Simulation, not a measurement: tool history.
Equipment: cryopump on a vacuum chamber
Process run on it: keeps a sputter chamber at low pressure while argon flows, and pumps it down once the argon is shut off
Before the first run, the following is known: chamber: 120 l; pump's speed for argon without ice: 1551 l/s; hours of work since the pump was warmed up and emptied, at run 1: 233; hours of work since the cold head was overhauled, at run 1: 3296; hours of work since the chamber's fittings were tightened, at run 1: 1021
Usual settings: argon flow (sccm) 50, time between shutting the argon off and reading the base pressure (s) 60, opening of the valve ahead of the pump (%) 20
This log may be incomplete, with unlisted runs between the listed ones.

run,hour,argon flow (sccm),time between shutting the argon off and reading the base pressure (s),opening of the valve ahead of the pump (%),hours of work since the pump was warmed up and emptied,hours of work since the cold head was overhauled,hours of work since the chamber's fittings were tightened,pressure while argon flows (Pa),pressure after the wait (uPa)
1,0.0,50,60,20,233,3296,1021,0.2839,2.07
# hour 98.0: pump warmed up, emptied and cooled again
2,98.0,25,60,20,0,3379,1104,0.1370,1.96
3,203.6,25,60,20,95,3474,1199,0.1412,2.16
4,283.1,78,60,20,166,3546,1271,0.4379,2.41
5,405.2,50,60,20,276,3655,1381,0.2908,2.68
# hour 458.8: pump warmed up, emptied and cooled again
6,483.6,50,60,20,22,3721,1447,0.2755,2.34
7,561.8,50,60,20,93,3792,1517,0.2769,2.52
8,668.1,50,60,20,188,3887,1613,0.2797,2.80
9,773.9,50,60,20,283,3982,1708,0.2886,3.12
# hour 817.6: pump warmed up, emptied and cooled again
10,845.7,50,60,20,25,4043,1768,0.2745,2.62
11,936.2,20,20,31,107,4124,1849,0.0716,3.93
12,1024.9,50,55,28,186,4204,1929,0.2080,3.35
13,1075.4,78,84,34,232,4249,1974,0.2725,3.20
# hour 1109.9: leaking fittings of the chamber tightened, without venting
14,1166.0,24,84,17,311,4329,50,0.1625,0.80
# hour 1181.5: pump warmed up, emptied and cooled again
15,1280.9,24,84,17,89,4428,149,0.1580,0.83
16,1333.6,74,60,18,137,4475,197,0.4598,1.04
17,1399.7,50,123,20,196,4534,256,0.2845,0.90
18,1453.0,30,57,30,244,4582,304,0.1194,1.28
# hour 1543.9: pump warmed up, emptied and cooled again
19,1571.9,23,195,19,25,4685,407,0.1344,0.84
20,1690.2,55,71,38,132,4791,513,0.1684,1.30

Consider 3 possible next runs. They are alternatives, not a sequence: every one starts from the tool as it was left by run 20. What does each give?
A,1778.1,50,120,15,211,4870,592,?,?
B,1778.1,58,60,20,211,4870,592,?,?
C,1778.1,54,31,43,211,4870,592,?,?

run,pressure while argon flows (Pa),pressure after the wait (uPa)
A,0.3793,1.31
B,0.3322,1.63
C,0.1529,2.15
Without the tool's hidden state the same runs would have given:
run,pressure while argon flows (Pa),pressure after the wait (uPa)
A,0.3655,0.44
B,0.3163,0.77
C,0.1380,1.27

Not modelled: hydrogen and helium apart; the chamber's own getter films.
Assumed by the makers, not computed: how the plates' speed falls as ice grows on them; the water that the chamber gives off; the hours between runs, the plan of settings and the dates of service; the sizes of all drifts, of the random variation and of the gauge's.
